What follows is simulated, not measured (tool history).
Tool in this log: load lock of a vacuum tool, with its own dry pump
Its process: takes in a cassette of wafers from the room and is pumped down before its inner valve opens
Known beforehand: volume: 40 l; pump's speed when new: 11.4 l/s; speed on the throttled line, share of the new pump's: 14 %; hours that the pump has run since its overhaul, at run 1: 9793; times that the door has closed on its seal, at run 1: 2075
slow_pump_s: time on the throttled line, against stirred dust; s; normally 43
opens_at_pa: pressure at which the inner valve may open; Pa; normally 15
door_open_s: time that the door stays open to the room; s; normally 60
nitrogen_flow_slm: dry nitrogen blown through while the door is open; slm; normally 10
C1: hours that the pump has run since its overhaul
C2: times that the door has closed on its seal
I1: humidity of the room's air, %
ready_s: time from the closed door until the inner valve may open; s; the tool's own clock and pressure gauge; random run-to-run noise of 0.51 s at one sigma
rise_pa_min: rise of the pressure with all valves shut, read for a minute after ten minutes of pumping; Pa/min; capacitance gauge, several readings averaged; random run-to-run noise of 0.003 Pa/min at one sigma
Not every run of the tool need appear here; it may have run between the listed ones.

Run 1, day 0.000: usual settings; C1 9793; C2 2075; I1 41.8. Result: ready_s 70.3 s, rise_pa_min 0.050 Pa/min.
Run 2, day 4.512: usual settings but door_open_s 137 s; C1 9902; C2 2193; I1 43.5. Result: ready_s 71.5 s, rise_pa_min 0.075 Pa/min.
Run 3, day 11.679: usual settings but door_open_s 137 s; C1 10074; C2 2381; I1 43.5. Result: ready_s 71.9 s, rise_pa_min 0.075 Pa/min.
Run 4, day 18.221: usual settings; C1 10231; C2 2552; I1 45.6. Result: ready_s 71.0 s, rise_pa_min 0.046 Pa/min.
Run 5, day 24.671: usual settings but slow_pump_s 46 s; C1 10385; C2 2721; I1 44.0. Result: ready_s 73.8 s, rise_pa_min 0.048 Pa/min.
Run 6, day 31.600: usual settings; C1 10552; C2 2903; I1 46.0. Result: ready_s 71.9 s, rise_pa_min 0.049 Pa/min.
Run 7, day 34.833: usual settings; C1 10629; C2 2988; I1 44.7. Result: ready_s 70.6 s, rise_pa_min 0.053 Pa/min.
Run 8, day 40.842: usual settings; C1 10774; C2 3145; I1 45.1. Result: ready_s 72.1 s, rise_pa_min 0.050 Pa/min.
Run 9, day 45.008: usual settings; C1 10874; C2 3254; I1 43.6. Result: ready_s 70.3 s, rise_pa_min 0.049 Pa/min.
Run 10, day 50.754: usual settings; C1 11011; C2 3405; I1 42.7. Result: ready_s 71.1 s, rise_pa_min 0.046 Pa/min.
Run 11, day 55.496: usual settings; C1 11125; C2 3529; I1 44.6. Result: ready_s 72.1 s, rise_pa_min 0.051 Pa/min.
Run 12, day 61.525: usual settings but nitrogen_flow_slm 5 slm; C1 11270; C2 3687; I1 44.8. Result: ready_s 72.2 s, rise_pa_min 0.064 Pa/min.
Run 13, day 67.183: usual settings but nitrogen_flow_slm 5 slm; C1 11406; C2 3835; I1 43.5. Result: ready_s 72.1 s, rise_pa_min 0.060 Pa/min.
Run 14, day 71.512: usual settings but nitrogen_flow_slm 4 slm; C1 11510; C2 3949; I1 43.4. Result: ready_s 71.9 s, rise_pa_min 0.061 Pa/min.
Run 15, day 74.671: usual settings but nitrogen_flow_slm 4 slm; C1 11585; C2 4031; I1 45.9. Result: ready_s 71.0 s, rise_pa_min 0.063 Pa/min.
Run 16, day 81.179: usual settings but slow_pump_s 40 s, opens_at_pa 16 Pa, door_open_s 109 s, nitrogen_flow_slm 40 slm; C1 11742; C2 4202; I1 43.1. Result: ready_s 68.9 s, rise_pa_min 0.035 Pa/min.
Run 17, day 85.488: usual settings but slow_pump_s 68 s, opens_at_pa 12 Pa, door_open_s 73 s, nitrogen_flow_slm 40 slm; C1 11845; C2 4315; I1 47.9. Result: ready_s 93.7 s, rise_pa_min 0.034 Pa/min.
Run 18, day 89.567: usual settings but opens_at_pa 24 Pa, door_open_s 149 s; C1 11943; C2 4422; I1 44.6. Result: ready_s 70.3 s, rise_pa_min 0.079 Pa/min.
Run 19, day 94.129: usual settings but opens_at_pa 24 Pa, door_open_s 149 s; C1 12052; C2 4541; I1 46.3. Result: ready_s 69.9 s, rise_pa_min 0.087 Pa/min.
Run 20, day 97.138: usual settings but nitrogen_flow_slm 33 slm; C1 12125; C2 4620; I1 44.1. Result: ready_s 71.3 s, rise_pa_min 0.029 Pa/min.
Run 21, day 102.912: usual settings but nitrogen_flow_slm 33 slm; C1 12263; C2 4772; I1 46.1. Result: ready_s 72.4 s, rise_pa_min 0.029 Pa/min.
Run 22, day 106.267: usual settings but nitrogen_flow_slm 33 slm; C1 12344; C2 4859; I1 47.9. Result: ready_s 71.4 s, rise_pa_min 0.031 Pa/min.
Run 23, day 109.646: usual settings but slow_pump_s 40 s, opens_at_pa 22 Pa, door_open_s 72 s, nitrogen_flow_slm 21 slm; C1 12425; C2 4948; I1 47.1. Result: ready_s 68.3 s, rise_pa_min 0.044 Pa/min.
At day 110.271: dry pump taken out, an overhauled one fitted.
Run 24, day 114.712: usual settings but slow_pump_s 35 s, door_open_s 29 s, nitrogen_flow_slm 43 slm; C1 107; C2 5074; I1 48.1. Result: ready_s 59.2 s, rise_pa_min 0.022 Pa/min.
Run 25, day 122.104: usual settings but slow_pump_s 24 s, opens_at_pa 12 Pa, door_open_s 139 s; C1 284; C2 5268; I1 46.3. Result: ready_s 52.2 s, rise_pa_min 0.082 Pa/min.
Run 26, day 126.496: usual settings but opens_at_pa 16 Pa; C1 389; C2 5383; I1 40.9. Result: ready_s 67.3 s, rise_pa_min 0.052 Pa/min.
Run 27, day 133.854: usual settings but opens_at_pa 16 Pa; C1 566; C2 5576; I1 46.2. Result: ready_s 67.2 s, rise_pa_min 0.056 Pa/min.
Run 28, day 140.929: usual settings but opens_at_pa 16 Pa; C1 736; C2 5761; I1 47.0. Result: ready_s 67.9 s, rise_pa_min 0.057 Pa/min.
Run 29, day 146.338: usual settings but slow_pump_s 29 s, nitrogen_flow_slm 7 slm; C1 866; C2 5903; I1 48.0. Result: ready_s 55.1 s, rise_pa_min 0.064 Pa/min.

Hidden state or all else? Some run-to-run changes of ready_s, split into what the settings, what came in and random variation would give without the hidden state, and what is left for the hidden state (with any gauge scatter that isn't in both results):
What the log doesn't record here: pump's speed, % of a new pump's; leak at the door's seal, Pa l/s; drift of the gauge itself on ready_s, %; drift of the gauge itself on rise_pa_min, %.
Run 16 -> 17: slow_pump_s 40 -> 68, opens_at_pa 16 -> 12, door_open_s 109 -> 73. ready_s +24.8 s: hidden state -0.4, all else +25.2.
Run 17 -> 18: slow_pump_s 68 -> 43, opens_at_pa 12 -> 24, door_open_s 73 -> 149, nitrogen_flow_slm 40 -> 10. ready_s -23.4 s: hidden state +0.2, all else -23.6.
Run 23 -> 24: slow_pump_s 40 -> 35, opens_at_pa 22 -> 15, door_open_s 72 -> 29, nitrogen_flow_slm 21 -> 43, dry pump taken out, an overhauled one fitted. ready_s -9.1 s: hidden state -4.1, all else -5.0.
